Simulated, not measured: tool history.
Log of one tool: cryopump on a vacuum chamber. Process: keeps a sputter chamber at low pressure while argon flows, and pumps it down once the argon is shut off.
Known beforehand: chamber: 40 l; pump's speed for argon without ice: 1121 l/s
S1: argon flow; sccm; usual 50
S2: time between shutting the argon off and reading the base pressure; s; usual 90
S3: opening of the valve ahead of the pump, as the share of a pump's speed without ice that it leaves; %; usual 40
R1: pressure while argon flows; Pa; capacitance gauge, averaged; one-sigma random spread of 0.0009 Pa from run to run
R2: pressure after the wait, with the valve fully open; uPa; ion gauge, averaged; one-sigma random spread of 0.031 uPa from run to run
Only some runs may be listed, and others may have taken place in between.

Run 1, hour 0: usual settings. Result: R1 0.2048 Pa, R2 3.5 uPa.
Run 2, hour 13.2: usual settings. Result: R1 0.2028 Pa, R2 3.51 uPa.
Run 3, hour 29.4: usual settings but S1 22 sccm. Result: R1 0.0899 Pa, R2 3.63 uPa.
Run 4, hour 43.6: usual settings. Result: R1 0.2065 Pa, R2 3.64 uPa.
Run 5, hour 52.1: usual settings. Result: R1 0.2051 Pa, R2 3.49 uPa.
Run 6, hour 65.8: usual settings. Result: R1 0.2053 Pa, R2 3.49 uPa.
Run 7, hour 75.6: usual settings but S1 27 sccm. Result: R1 0.1118 Pa, R2 3.66 uPa.
Run 8, hour 92.6: usual settings but S1 27 sccm. Result: R1 0.111 Pa, R2 3.61 uPa.
Run 9, hour 104.5: usual settings but S1 27 sccm. Result: R1 0.1117 Pa, R2 3.7 uPa.
Run 10, hour 113.9: usual settings. Result: R1 0.2074 Pa, R2 3.73 uPa.
Run 11, hour 122.9: usual settings. Result: R1 0.2054 Pa, R2 3.68 uPa.
Run 12, hour 131.5: usual settings. Result: R1 0.2078 Pa, R2 3.69 uPa.
Run 13, hour 144.7: usual settings. Result: R1 0.2095 Pa, R2 3.78 uPa.
Run 14, hour 160: usual settings but S1 54 sccm, S3 32 %. Result: R1 0.2753 Pa, R2 3.72 uPa.

The next listed run, before its measurement:
Run 15, hour 169.7: usual settings but S1 27 sccm, S2 174 s. Result: R1 ?, R2 ?.

Run 15 yielded R1 0.112 Pa, R2 3.17 uPa.
If the tool had no hidden condition, the same run with the same run-to-run variation would have returned R1 0.1012 Pa, R2 0.94 uPa.
